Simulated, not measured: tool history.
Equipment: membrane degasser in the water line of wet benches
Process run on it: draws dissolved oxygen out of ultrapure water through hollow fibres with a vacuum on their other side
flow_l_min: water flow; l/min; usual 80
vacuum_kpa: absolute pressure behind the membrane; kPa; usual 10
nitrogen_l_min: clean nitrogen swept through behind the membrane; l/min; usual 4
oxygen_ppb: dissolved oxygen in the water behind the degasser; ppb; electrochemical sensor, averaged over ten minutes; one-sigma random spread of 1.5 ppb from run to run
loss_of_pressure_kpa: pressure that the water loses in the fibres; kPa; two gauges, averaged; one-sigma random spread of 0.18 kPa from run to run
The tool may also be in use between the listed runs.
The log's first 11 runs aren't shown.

Run 12, hour 2516.8: usual settings but vacuum_kpa 10.2 kPa. Result: oxygen_ppb 311 ppb, loss_of_pressure_kpa 35.27 kPa.
Run 13, hour 2733.8: usual settings but vacuum_kpa 10.2 kPa. Result: oxygen_ppb 309.7 ppb, loss_of_pressure_kpa 35.52 kPa.
Run 14, hour 2962.6: usual settings but vacuum_kpa 10.2 kPa. Result: oxygen_ppb 312.1 ppb, loss_of_pressure_kpa 35.05 kPa.
Run 15, hour 3141.4: usual settings but vacuum_kpa 9 kPa. Result: oxygen_ppb 263.4 ppb, loss_of_pressure_kpa 34.78 kPa.
Run 16, hour 3277.3: usual settings but vacuum_kpa 9 kPa. Result: oxygen_ppb 260.7 ppb, loss_of_pressure_kpa 35.17 kPa.
Run 17, hour 3570: usual settings but flow_l_min 92 l/min, vacuum_kpa 9.5 kPa, nitrogen_l_min 1.88 l/min. Result: oxygen_ppb 578.7 ppb, loss_of_pressure_kpa 40.74 kPa.
Run 18, hour 3720.1: usual settings but flow_l_min 76 l/min, vacuum_kpa 7.9 kPa, nitrogen_l_min 8.27 l/min. Result: oxygen_ppb 109.3 ppb, loss_of_pressure_kpa 33.59 kPa.
Run 19, hour 4028.4: usual settings but flow_l_min 117 l/min, vacuum_kpa 13.3 kPa, nitrogen_l_min 10.73 l/min. Result: oxygen_ppb 287.4 ppb, loss_of_pressure_kpa 52.07 kPa.
Run 20, hour 4322.6: usual settings but flow_l_min 117 l/min, vacuum_kpa 9.9 kPa, nitrogen_l_min 3.95 l/min. Result: oxygen_ppb 438.5 ppb, loss_of_pressure_kpa 52.02 kPa.
At hour 4365.6: seals of the vacuum lines changed.
Run 21, hour 4634.9: usual settings but flow_l_min 52 l/min, vacuum_kpa 10.3 kPa, nitrogen_l_min 6.34 l/min. Result: oxygen_ppb 140.8 ppb, loss_of_pressure_kpa 23.43 kPa.
Run 22, hour 4817.9: usual settings but flow_l_min 62 l/min, vacuum_kpa 15.7 kPa, nitrogen_l_min 2.71 l/min. Result: oxygen_ppb 597.5 ppb, loss_of_pressure_kpa 27.72 kPa.
Run 23, hour 5072.7: usual settings but flow_l_min 62 l/min, vacuum_kpa 12.8 kPa, nitrogen_l_min 2.8 l/min. Result: oxygen_ppb 454.2 ppb, loss_of_pressure_kpa 27.73 kPa.
Run 24, hour 5243: usual settings but flow_l_min 122 l/min, vacuum_kpa 18.9 kPa. Result: oxygen_ppb 949 ppb, loss_of_pressure_kpa 54.26 kPa.
Run 25, hour 5485.7: usual settings but flow_l_min 113 l/min, vacuum_kpa 22.7 kPa, nitrogen_l_min 2.79 l/min. Result: oxygen_ppb 1391.7 ppb, loss_of_pressure_kpa 50.76 kPa.
At hour 5594.7: vacuum gauge calibrated.
Run 26, hour 5755.3: usual settings but flow_l_min 85 l/min. Result: oxygen_ppb 323.1 ppb, loss_of_pressure_kpa 38.02 kPa.
Run 27, hour 5972.9: usual settings but flow_l_min 85 l/min. Result: oxygen_ppb 318.7 ppb, loss_of_pressure_kpa 38.14 kPa.
Run 28, hour 6175.1: usual settings but nitrogen_l_min 2.51 l/min. Result: oxygen_ppb 439.4 ppb, loss_of_pressure_kpa 36.1 kPa.
Run 29, hour 6450.4: usual settings but nitrogen_l_min 2.51 l/min. Result: oxygen_ppb 443.2 ppb, loss_of_pressure_kpa 35.81 kPa.
Run 30, hour 6729.5: usual settings but flow_l_min 72 l/min, vacuum_kpa 6.7 kPa, nitrogen_l_min 7.98 l/min. Result: oxygen_ppb 80.9 ppb, loss_of_pressure_kpa 32.24 kPa.
Run 31, hour 6920.3: usual settings but flow_l_min 99 l/min, vacuum_kpa 12.1 kPa, nitrogen_l_min 3.65 l/min. Result: oxygen_ppb 509.4 ppb, loss_of_pressure_kpa 44.21 kPa.

Here are 5 independent what-if runs from the current tool condition. What would each one return?
Run A, hour 7181.2: usual settings but flow_l_min 99 l/min, vacuum_kpa 8.9 kPa, nitrogen_l_min 8.8 l/min. Result: oxygen_ppb ?, loss_of_pressure_kpa ?.
Run B, hour 7181.2: usual settings but flow_l_min 99 l/min, vacuum_kpa 12.1 kPa, nitrogen_l_min 1.64 l/min. Result: oxygen_ppb ?, loss_of_pressure_kpa ?.
Run C, hour 7181.2: usual settings but vacuum_kpa 9 kPa. Result: oxygen_ppb ?, loss_of_pressure_kpa ?.
Run D, hour 7181.2: usual settings but flow_l_min 99 l/min, vacuum_kpa 21.8 kPa, nitrogen_l_min 7.88 l/min. Result: oxygen_ppb ?, loss_of_pressure_kpa ?.
Run E, hour 7181.2: usual settings but flow_l_min 99 l/min, vacuum_kpa 12.2 kPa, nitrogen_l_min 10.01 l/min. Result: oxygen_ppb ?, loss_of_pressure_kpa ?.

run  oxygen_ppb  loss_of_pressure_kpa
  A         170                 44.71
  B       917.9                  44.4
  C       262.9                 36.23
  D       535.2                 44.75
  E         229                  44.8
Without the tool's unlogged condition, the same runs would have read:
run  oxygen_ppb  loss_of_pressure_kpa
  A       159.8                 41.05
  B       905.3                 40.76
  C       255.9                 33.28
  D       525.3                 41.08
  E       218.9                 41.13
